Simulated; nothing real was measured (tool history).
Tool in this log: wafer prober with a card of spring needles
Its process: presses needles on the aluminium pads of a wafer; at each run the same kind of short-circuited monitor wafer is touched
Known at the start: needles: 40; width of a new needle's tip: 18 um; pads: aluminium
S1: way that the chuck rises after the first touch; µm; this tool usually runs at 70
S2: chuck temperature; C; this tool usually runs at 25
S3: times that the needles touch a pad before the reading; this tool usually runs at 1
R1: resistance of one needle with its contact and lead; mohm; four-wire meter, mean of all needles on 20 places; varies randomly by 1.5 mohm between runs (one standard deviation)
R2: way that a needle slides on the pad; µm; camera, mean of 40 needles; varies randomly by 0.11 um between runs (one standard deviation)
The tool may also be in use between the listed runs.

run 1 hour=0.0 | S1=70 S2=25 S3=1 | R1=134 R2=19.11
-- hour=9.7 tips cleaned on abrasive film
-- hour=31.8 tips cleaned on abrasive film
run 2 hour=49.3 | S1=70 S2=25 S3=1 | R1=134 R2=18.95
-- hour=53.5 tips cleaned on abrasive film
-- hour=72.8 tips cleaned on abrasive film
-- hour=77.8 height of the first contact set anew
-- hour=94.3 tips cleaned on abrasive film
-- hour=113.6 tips cleaned on abrasive film
run 3 hour=113.6 | S1=70 S2=27 S3=1 | R1=135 R2=19.26
-- hour=136.3 tips cleaned on abrasive film
-- hour=160.0 tips cleaned on abrasive film
run 4 hour=169.8 | S1=70 S2=25 S3=1 | R1=137 R2=18.96
-- hour=179.5 tips cleaned on abrasive film
-- hour=203.6 tips cleaned on abrasive film
run 5 hour=212.0 | S1=70 S2=25 S3=1 | R1=135 R2=19.22
-- hour=226.4 tips cleaned on abrasive film
-- hour=249.1 tips cleaned on abrasive film
-- hour=273.0 tips cleaned on abrasive film
run 6 hour=273.0 | S1=52 S2=25 S3=1 | R1=134 R2=14.20
-- hour=294.7 tips cleaned on abrasive film
-- hour=317.4 tips cleaned on abrasive film
-- hour=340.6 tips cleaned on abrasive film
run 7 hour=340.6 | S1=80 S2=25 S3=1 | R1=133 R2=21.62
-- hour=361.6 tips cleaned on abrasive film
-- hour=384.0 tips cleaned on abrasive film
run 8 hour=391.3 | S1=80 S2=25 S3=1 | R1=130 R2=21.76
-- hour=405.8 tips cleaned on abrasive film
-- hour=427.1 tips cleaned on abrasive film
run 9 hour=441.0 | S1=70 S2=103 S3=1 | R1=148 R2=19.29
-- hour=450.6 tips cleaned on abrasive film
-- hour=474.6 tips cleaned on abrasive film
-- hour=497.6 tips cleaned on abrasive film
run 10 hour=514.1 | S1=70 S2=25 S3=1 | R1=133 R2=18.87
-- hour=518.6 tips cleaned on abrasive film
-- hour=541.8 tips cleaned on abrasive film
-- hour=564.2 tips cleaned on abrasive film
-- hour=585.7 tips cleaned on abrasive film
run 11 hour=585.7 | S1=70 S2=25 S3=1 | R1=133 R2=18.85
-- hour=608.9 tips cleaned on abrasive film
-- hour=632.9 tips cleaned on abrasive film
-- hour=654.2 tips cleaned on abrasive film
run 12 hour=654.2 | S1=70 S2=25 S3=1 | R1=134 R2=19.20
-- hour=677.1 tips cleaned on abrasive film
run 13 hour=691.1 | S1=70 S2=25 S3=1 | R1=134 R2=19.14
-- hour=700.8 tips cleaned on abrasive film
-- hour=721.2 tips cleaned on abrasive film
-- hour=741.8 tips cleaned on abrasive film
-- hour=765.0 tips cleaned on abrasive film
run 14 hour=765.0 | S1=70 S2=25 S3=1 | R1=133 R2=19.33
-- hour=787.2 tips cleaned on abrasive film
-- hour=806.5 tips cleaned on abrasive film
-- hour=806.8 height of the first contact set anew
run 15 hour=819.6 | S1=70 S2=25 S3=2 | R1=135 R2=18.90
-- hour=828.8 tips cleaned on abrasive film
-- hour=852.6 tips cleaned on abrasive film
-- hour=874.1 tips cleaned on abrasive film
run 16 hour=874.6 | S1=70 S2=25 S3=2 | R1=134 R2=18.95
-- hour=893.9 tips cleaned on abrasive film
-- hour=917.6 tips cleaned on abrasive film
run 17 hour=921.8 | S1=70 S2=118 S3=1 | R1=149 R2=18.97
-- hour=941.1 tips cleaned on abrasive film
-- hour=960.4 tips cleaned on abrasive film
-- hour=983.5 tips cleaned on abrasive film
run 18 hour=995.1 | S1=70 S2=25 S3=1 | R1=135 R2=19.02
-- hour=1003.9 tips cleaned on abrasive film
-- hour=1025.8 tips cleaned on abrasive film
-- hour=1048.6 tips cleaned on abrasive film
-- hour=1070.7 tips cleaned on abrasive film
run 19 hour=1075.4 | S1=77 S2=41 S3=1 | R1=136 R2=20.82
-- hour=1093.2 tips cleaned on abrasive film
-- hour=1117.3 tips cleaned on abrasive film
-- hour=1139.3 tips cleaned on abrasive film
run 20 hour=1147.4 | S1=61 S2=41 S3=1 | R1=137 R2=16.65
-- hour=1161.2 tips cleaned on abrasive film
-- hour=1180.5 tips cleaned on abrasive film
run 21 hour=1184.9 | S1=62 S2=27 S3=1 | R1=135 R2=16.80
-- hour=1203.4 tips cleaned on abrasive film
-- hour=1226.2 tips cleaned on abrasive film
-- hour=1245.4 tips cleaned on abrasive film
run 22 hour=1253.8 | S1=60 S2=86 S3=1 | R1=146 R2=16.32
-- hour=1267.1 tips cleaned on abrasive film
-- hour=1289.8 tips cleaned on abrasive film
-- hour=1312.4 tips cleaned on abrasive film
run 23 hour=1328.8 | S1=69 S2=86 S3=1 | R1=141 R2=18.82
-- hour=1333.7 tips cleaned on abrasive film
-- hour=1357.5 tips cleaned on abrasive film
-- hour=1381.1 tips cleaned on abrasive film
run 24 hour=1399.2 | S1=71 S2=86 S3=1 | R1=145 R2=19.32
-- hour=1402.7 tips cleaned on abrasive film
-- hour=1426.3 tips cleaned on abrasive film
-- hour=1449.6 tips cleaned on abrasive film
run 25 hour=1454.6 | S1=69 S2=45 S3=3 | R1=137 R2=18.88
-- hour=1471.2 tips cleaned on abrasive film
-- hour=1490.4 tips cleaned on abrasive film
-- hour=1514.1 tips cleaned on abrasive film
run 26 hour=1524.7 | S1=66 S2=65 S3=3 | R1=140 R2=18.08
-- hour=1534.4 tips cleaned on abrasive film
-- hour=1534.7 height of the first contact set anew
-- hour=1557.6 tips cleaned on abrasive film
run 27 hour=1564.5 | S1=57 S2=40 S3=3 | R1=140 R2=15.71
-- hour=1577.6 tips cleaned on abrasive film
-- hour=1601.6 tips cleaned on abrasive film
run 28 hour=1601.6 | S1=71 S2=62 S3=1 | R1=140 R2=19.40

Alternative continuations, all from the tool just after run 28; predict every row:
-- hour=1624.4 tips cleaned on abrasive film
-- hour=1646.5 tips cleaned on abrasive film
run A hour=1653.9 | S1=71 S2=102 S3=1 | R1=? R2=?
-- hour=1624.4 tips cleaned on abrasive film
-- hour=1646.5 tips cleaned on abrasive film
run B hour=1653.9 | S1=82 S2=25 S3=2 | R1=? R2=?
-- hour=1624.4 tips cleaned on abrasive film
-- hour=1646.5 tips cleaned on abrasive film
run C hour=1653.9 | S1=89 S2=25 S3=1 | R1=? R2=?
-- hour=1624.4 tips cleaned on abrasive film
-- hour=1646.5 tips cleaned on abrasive film
run D hour=1653.9 | S1=88 S2=25 S3=2 | R1=? R2=?

run=A R1=148 R2=19.46
run=B R1=132 R2=22.49
run=C R1=132 R2=24.27
run=D R1=133 R2=24.22
With no hidden state in the tool, these same runs would have given:
run=A R1=148 R2=19.46
run=B R1=132 R2=22.49
run=C R1=132 R2=24.27
run=D R1=133 R2=24.22

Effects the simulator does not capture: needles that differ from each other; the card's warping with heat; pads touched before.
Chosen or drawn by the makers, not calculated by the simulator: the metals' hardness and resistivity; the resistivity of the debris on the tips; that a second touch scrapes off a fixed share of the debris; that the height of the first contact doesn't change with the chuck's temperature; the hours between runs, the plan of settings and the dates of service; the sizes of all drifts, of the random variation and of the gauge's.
